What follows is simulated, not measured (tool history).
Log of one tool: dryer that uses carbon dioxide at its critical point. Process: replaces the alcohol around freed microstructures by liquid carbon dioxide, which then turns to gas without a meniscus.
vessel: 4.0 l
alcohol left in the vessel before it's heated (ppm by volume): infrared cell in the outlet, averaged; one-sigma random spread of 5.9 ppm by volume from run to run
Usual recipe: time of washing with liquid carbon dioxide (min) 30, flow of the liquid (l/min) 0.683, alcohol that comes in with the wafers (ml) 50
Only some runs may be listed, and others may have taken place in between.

run	day	time of washing with liquid carbon dioxide (min)	flow of the liquid (l/min)	alcohol that comes in with the wafers (ml)	alcohol left in the vessel before it's heated (ppm by volume)
1	0	30	0.683	50	256
2	0.446	30	0.683	33	182
3	0.779	30	0.683	110	512
4	1.033	31	0.683	50	235
5	1.3	31	0.683	50	232
6	1.521	31	1.123	50	40
7	1.838	20	1.123	50	197
8	2.308	20	1.123	50	208
9	2.525	20	1.123	50	200
10	2.862	20	1.123	50	212
11	3.346	20	1.123	50	193
12	3.804	30	0.683	48	259
13	4.229	30	0.683	48	259
14	4.446	30	0.683	50	282
15	4.746	30	0.519	50	637
16	5.162	30	0.519	50	645
17	5.612	30	0.683	50	273
18	5.854	30	0.683	50	279
19	6.138	30	0.89	50	122
20	6.358	30	0.89	110	203
21	6.754	30	0.683	50	276
22	7.162	25	0.826	95	465
23	7.508	26	0.695	50	419
24	7.762	26	0.695	50	426
25	8.242	26	0.695	50	428
26	8.658	23	0.773	67	582
27	9.192	25	0.99	23	104
28	9.562	25	0.99	23	104
29	10.054	25	0.99	23	105
30	10.271	25	0.99	23	105
31	10.638	38	1.006	50	73
32	11.046	29	0.509	50	772
33	11.296	27	0.521	53	916
34	11.788	24	0.521	86	1904
35	12.162	25	0.581	61	989
36	12.604	25	0.581	61	978
37	12.921	44	0.683	65	108
38	13.238	44	0.683	65	114
39	13.762	44	0.683	65	118
40	14.292	30	0.978	27	86
41	14.575	30	0.447	101	1925

Here are 5 independent what-if runs from the current tool condition. What would each one return?
A	14.979	22	0.447	101	?
B	14.979	30	0.447	22	?
C	14.979	21	0.63	81	?
D	14.979	30	0.447	31	?
E	14.979	41	0.865	64	?

run	alcohol left in the vessel before it's heated (ppm by volume)
A	3841
B	481
C	1664
D	641
E	83
With no hidden state in the tool, these same runs would have given:
run	alcohol left in the vessel before it's heated (ppm by volume)
A	3452
B	370
C	1419
D	512
E	15
